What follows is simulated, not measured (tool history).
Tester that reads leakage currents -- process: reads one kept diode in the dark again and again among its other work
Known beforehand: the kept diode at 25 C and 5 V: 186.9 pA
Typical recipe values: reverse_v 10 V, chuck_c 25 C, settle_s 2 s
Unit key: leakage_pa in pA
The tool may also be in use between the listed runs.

run	hour	reverse_v	chuck_c	settle_s	leakage_pa
1	0	10	25	2	249.21
2	33.1	10	25	2	248.79
3	52.9	10	47	2	1622.13
4	75.4	10	47	2	1617.63
5	103.5	10	25	2	249.7
6	140.2	10	25	2	250.67
7	165.7	10	25	2	248.85
8	184.1	7.9	57	7.37	3158.18
9	219	5.3	51	3.19	1706.72
10	236.6	5.3	51	3.19	1713.44
11	269.1	4.6	25	2.65	181.14
12	301.7	4.6	43	2.65	856.95
13	321.1	4.6	43	2.65	859.98

Each row is a separate what-if for the run after 13, all from the same tool condition, not one after another. Results?
A	354.9	10.3	23	0.62	?
B	354.9	10.3	45	1.01	?
C	354.9	10	25	1.81	?

run	leakage_pa
A	212.84
B	1396.51
C	250.33
What these runs would have given with no unlogged condition in the tool:
run	leakage_pa
A	212.81
B	1397.01
C	250.32
